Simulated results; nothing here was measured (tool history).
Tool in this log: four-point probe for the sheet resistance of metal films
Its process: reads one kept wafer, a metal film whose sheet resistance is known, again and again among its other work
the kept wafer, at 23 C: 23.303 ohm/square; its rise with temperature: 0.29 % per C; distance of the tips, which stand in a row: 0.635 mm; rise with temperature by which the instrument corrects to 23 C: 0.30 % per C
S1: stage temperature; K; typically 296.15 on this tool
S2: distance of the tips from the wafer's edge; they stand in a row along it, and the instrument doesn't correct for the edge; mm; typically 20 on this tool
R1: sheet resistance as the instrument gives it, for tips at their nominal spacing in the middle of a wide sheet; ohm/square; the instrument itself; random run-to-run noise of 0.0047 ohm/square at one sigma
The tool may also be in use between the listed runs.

Run 1, hour 0.0: usual settings. Result: R1 23.060235 ohm/square.
Run 2, hour 19.1: usual settings but S1 300.15 K. Result: R1 23.057743 ohm/square.
Run 3, hour 51.5: usual settings but S1 300.15 K. Result: R1 23.045316 ohm/square.
Run 4, hour 76.6: usual settings but S1 300.15 K. Result: R1 23.041364 ohm/square.
Run 5, hour 121.0: usual settings but S1 300.15 K. Result: R1 23.040215 ohm/square.
Run 6, hour 163.7: usual settings but S1 300.15 K. Result: R1 23.028697 ohm/square.
Run 7, hour 199.6: usual settings but S1 298.15 K. Result: R1 23.027891 ohm/square.
Run 8, hour 227.1: usual settings but S2 73 mm. Result: R1 23.009038 ohm/square.
At hour 259.7: new probe head fitted.
Run 9, hour 271.5: usual settings but S2 73 mm. Result: R1 23.252171 ohm/square.
Run 10, hour 313.3: usual settings but S2 73 mm. Result: R1 23.253168 ohm/square.
Run 11, hour 345.7: usual settings. Result: R1 23.246067 ohm/square.
Run 12, hour 380.9: usual settings. Result: R1 23.244443 ohm/square.
Run 13, hour 413.0: usual settings but S2 15 mm. Result: R1 23.246423 ohm/square.
Run 14, hour 440.5: usual settings but S2 15 mm. Result: R1 23.243846 ohm/square.
Run 15, hour 485.1: usual settings but S2 15 mm. Result: R1 23.238165 ohm/square.
Run 16, hour 524.3: usual settings. Result: R1 23.215476 ohm/square.
Run 17, hour 547.7: usual settings. Result: R1 23.212107 ohm/square.
Run 18, hour 589.6: usual settings. Result: R1 23.203947 ohm/square.
Run 19, hour 616.7: usual settings but S2 19 mm. Result: R1 23.201874 ohm/square.
Run 20, hour 643.6: usual settings. Result: R1 23.197950 ohm/square.
Run 21, hour 674.7: usual settings. Result: R1 23.189982 ohm/square.
Run 22, hour 703.3: usual settings. Result: R1 23.191940 ohm/square.
Run 23, hour 741.4: usual settings but S1 300.15 K, S2 19 mm. Result: R1 23.176763 ohm/square.
Run 24, hour 764.6: usual settings but S1 300.15 K, S2 19 mm. Result: R1 23.170537 ohm/square.
Run 25, hour 787.7: usual settings but S2 26 mm. Result: R1 23.166900 ohm/square.
Run 26, hour 810.5: usual settings but S2 26 mm. Result: R1 23.158480 ohm/square.
Run 27, hour 844.7: usual settings but S1 306.15 K, S2 6 mm. Result: R1 23.274272 ohm/square.
Run 28, hour 879.9: usual settings but S1 302.15 K, S2 10 mm. Result: R1 23.188032 ohm/square.
Run 29, hour 903.5: usual settings but S2 4 mm. Result: R1 23.458063 ohm/square.
Run 30, hour 929.8: usual settings but S2 17 mm. Result: R1 23.157669 ohm/square.
Run 31, hour 972.3: usual settings but S1 300.15 K, S2 15 mm. Result: R1 23.144890 ohm/square.
Run 32, hour 991.7: usual settings but S1 307.15 K, S2 7 mm. Result: R1 23.203924 ohm/square.
Run 33, hour 1029.7: usual settings but S1 307.15 K, S2 7 mm. Result: R1 23.198190 ohm/square.
Run 34, hour 1057.5: usual settings but S1 293.15 K, S2 4 mm. Result: R1 23.430328 ohm/square.
Run 35, hour 1099.1: usual settings but S1 293.15 K, S2 4 mm. Result: R1 23.428355 ohm/square.
Run 36, hour 1124.4: usual settings but S1 297.15 K, S2 22 mm. Result: R1 23.111890 ohm/square.
Run 37, hour 1169.7: usual settings but S1 292.15 K, S2 9 mm. Result: R1 23.163998 ohm/square.
Run 38, hour 1193.8: usual settings but S1 292.15 K, S2 9 mm. Result: R1 23.152486 ohm/square.

For run 39, what comes out?
Run 39, hour 1227.8: usual settings but S1 294.15 K, S2 4 mm. Result: R1 ?.

{"run 39": {"R1": 23.396214}}
Take away the tool's hidden state, keep the run-to-run variation as it was, and the same run would have given R1 23.617326 ohm/square.

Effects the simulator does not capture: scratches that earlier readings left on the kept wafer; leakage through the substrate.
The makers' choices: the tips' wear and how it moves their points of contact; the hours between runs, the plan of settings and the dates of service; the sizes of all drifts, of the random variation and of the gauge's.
